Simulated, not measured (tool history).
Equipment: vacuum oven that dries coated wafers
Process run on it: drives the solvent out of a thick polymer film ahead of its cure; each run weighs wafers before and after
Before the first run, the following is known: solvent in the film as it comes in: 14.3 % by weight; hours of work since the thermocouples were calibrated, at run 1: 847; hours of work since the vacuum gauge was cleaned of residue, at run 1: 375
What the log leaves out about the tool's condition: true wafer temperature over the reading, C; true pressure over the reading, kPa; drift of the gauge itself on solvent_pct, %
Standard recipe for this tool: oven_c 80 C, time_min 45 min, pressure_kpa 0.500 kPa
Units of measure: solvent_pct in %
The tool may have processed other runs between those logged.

run	hour	oven_c	time_min	pressure_kpa	hours of work since the thermocouples were calibrated	hours of work since the vacuum gauge was cleaned of residue	solvent_pct
1	0.0	80	45	0.500	847	375	2.33
2	9.2	76	45	0.500	851	380	3.37
3	19.1	76	45	0.500	857	385	3.41
4	31.4	76	45	0.500	863	392	3.42
5	47.3	76	45	0.500	871	400	3.39
6	59.8	75	45	0.500	878	407	3.71
7	76.8	75	45	0.500	887	416	3.69
8	88.0	75	45	0.500	893	422	3.68
9	105.4	75	45	0.500	902	431	3.67
10	122.8	75	45	0.500	911	440	3.71
11	137.3	75	45	0.500	919	448	3.69
12	145.3	75	45	0.500	923	452	3.71
13	162.0	75	45	0.500	932	461	3.66
14	170.6	80	45	0.500	937	465	2.31
15	180.0	76	45	0.500	942	470	3.40
16	190.3	79	34	1.675	947	476	3.97
17	207.3	79	36	0.999	956	485	3.59
18	226.7	79	36	0.999	966	495	3.58
19	237.2	84	65	0.324	972	500	0.59
20	248.6	84	65	0.324	978	506	0.61
21	264.8	75	45	0.500	986	515	3.67
22	281.1	80	22	0.273	995	524	5.21
23	290.5	92	33	0.736	1000	529	0.93
24	308.2	85	33	0.398	1009	538	2.21
25	322.4	86	28	0.398	1017	545	2.53
26	331.6	87	47	0.342	1021	550	0.80
# hour 346.9: oven's thermocouples calibrated
27	349.5	87	47	0.342	1	559	0.81
28	362.9	87	47	1.361	8	566	1.05
29	370.9	66	26	0.284	13	570	8.20

Alternative continuations, all from the tool just after run 29; predict every row:
A	382.6	74	58	0.430	19	576	?
B	382.6	78	26	1.335	19	576	?
C	382.6	66	71	0.284	19	576	?
D	382.6	80	45	0.415	19	576	?
E	382.6	72	30	1.316	19	576	?

run	solvent_pct
A	2.94
B	5.30
C	4.46
D	2.32
E	6.44
The same runs, with their run-to-run variation unchanged, on a tool lacking any hidden condition would have given:
run	solvent_pct
A	2.94
B	5.30
C	4.46
D	2.32
E	6.44
